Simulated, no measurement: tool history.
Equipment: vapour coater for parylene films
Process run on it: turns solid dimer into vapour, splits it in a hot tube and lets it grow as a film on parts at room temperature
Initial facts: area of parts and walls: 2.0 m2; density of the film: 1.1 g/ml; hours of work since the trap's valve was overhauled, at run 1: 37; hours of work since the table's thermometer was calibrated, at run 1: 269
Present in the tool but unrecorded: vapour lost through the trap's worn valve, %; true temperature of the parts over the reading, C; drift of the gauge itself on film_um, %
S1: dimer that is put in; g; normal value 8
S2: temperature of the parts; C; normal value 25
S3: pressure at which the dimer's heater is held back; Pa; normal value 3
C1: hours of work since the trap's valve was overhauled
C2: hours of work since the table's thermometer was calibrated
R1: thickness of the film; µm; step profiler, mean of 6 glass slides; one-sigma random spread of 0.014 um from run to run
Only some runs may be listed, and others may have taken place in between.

Run 1, hour 0: usual settings; C1 37; C2 269. Result: R1 2.36 µm.
Run 2, hour 11.7: usual settings; C1 44; C2 276. Result: R1 2.36 µm.
Run 3, hour 30.8: usual settings; C1 55; C2 288. Result: R1 2.33 µm.
Run 4, hour 55.5: usual settings; C1 70; C2 302. Result: R1 2.35 µm.
Run 5, hour 67.9: usual settings; C1 77; C2 310. Result: R1 2.35 µm.
Run 6, hour 87.7: usual settings but S2 27 C; C1 89; C2 321. Result: R1 2.1 µm.
Run 7, hour 111.2: usual settings but S3 6.25 Pa; C1 103; C2 336. Result: R1 1.94 µm.
Run 8, hour 127.4: usual settings but S3 6.25 Pa; C1 113; C2 345. Result: R1 1.93 µm.
Run 9, hour 138.8: usual settings but S3 6.25 Pa; C1 120; C2 352. Result: R1 1.93 µm.
Run 10, hour 159: usual settings but S3 6.25 Pa; C1 132; C2 364. Result: R1 1.93 µm.
Run 11, hour 180.8: usual settings; C1 145; C2 377. Result: R1 2.3 µm.
Run 12, hour 192.4: usual settings but S3 2.85 Pa; C1 152; C2 384. Result: R1 2.31 µm.
Run 13, hour 215.3: usual settings; C1 165; C2 398. Result: R1 2.31 µm.
Run 14, hour 234.6: usual settings; C1 177; C2 409. Result: R1 2.28 µm.
Run 15, hour 257.6: usual settings; C1 191; C2 423. Result: R1 2.29 µm.
At hour 260.4: table's thermometer calibrated.
Run 16, hour 283.6: usual settings; C1 205; C2 14. Result: R1 2.25 µm.
Run 17, hour 307.5: usual settings; C1 220; C2 28. Result: R1 2.26 µm.
Run 18, hour 329.1: usual settings; C1 233; C2 41. Result: R1 2.25 µm.
Run 19, hour 345.3: usual settings but S3 3.98 Pa; C1 242; C2 51. Result: R1 2.08 µm.
At hour 369.1: table's thermometer calibrated, once more.
Run 20, hour 371.1: usual settings but S1 10 g, S2 19 C, S3 3.87 Pa; C1 257; C2 1. Result: R1 3.52 µm.
Run 21, hour 394.2: usual settings but S1 10 g, S2 19 C, S3 3.87 Pa; C1 271; C2 15. Result: R1 3.48 µm.
Run 22, hour 407.9: usual settings but S1 11 g, S2 23 C, S3 3.44 Pa; C1 279; C2 23. Result: R1 3.29 µm.
Run 23, hour 418.7: usual settings but S1 7 g, S2 18 C, S3 3.44 Pa; C1 285; C2 30. Result: R1 2.64 µm.
Run 24, hour 437.3: usual settings but S2 28 C, S3 6.77 Pa; C1 296; C2 41. Result: R1 1.61 µm.
Run 25, hour 449.3: usual settings but S2 28 C, S3 6.77 Pa; C1 304; C2 48. Result: R1 1.58 µm.
Run 26, hour 471.8: usual settings but S1 6 g, S2 20 C, S3 11.61 Pa; C1 317; C2 61. Result: R1 1.53 µm.
Run 27, hour 487.7: usual settings but S1 6 g, S2 28 C, S3 9.23 Pa; C1 327; C2 71. Result: R1 1.1 µm.
Run 28, hour 501.6: usual settings but S1 6 g, S2 26 C, S3 7.63 Pa; C1 335; C2 79. Result: R1 1.27 µm.
Run 29, hour 522: usual settings but S1 13 g, S2 26 C, S3 9.78 Pa; C1 347; C2 91. Result: R1 2.57 µm.
Run 30, hour 540.8: usual settings but S1 12 g; C1 358; C2 102. Result: R1 3.32 µm.
Run 31, hour 552.1: usual settings but S1 5 g, S2 31 C, S3 11.95 Pa; C1 365; C2 109. Result: R1 0.76 µm.

Estimate the outcome of run 32 from the log above:
Run 32, hour 572.7: usual settings but S1 4 g; C1 377; C2 121. Result: R1 ?.

Logged for run 32: R1 1.09 µm.
Had the tool carried no hidden state, the very same run would have given R1 1.2 µm.
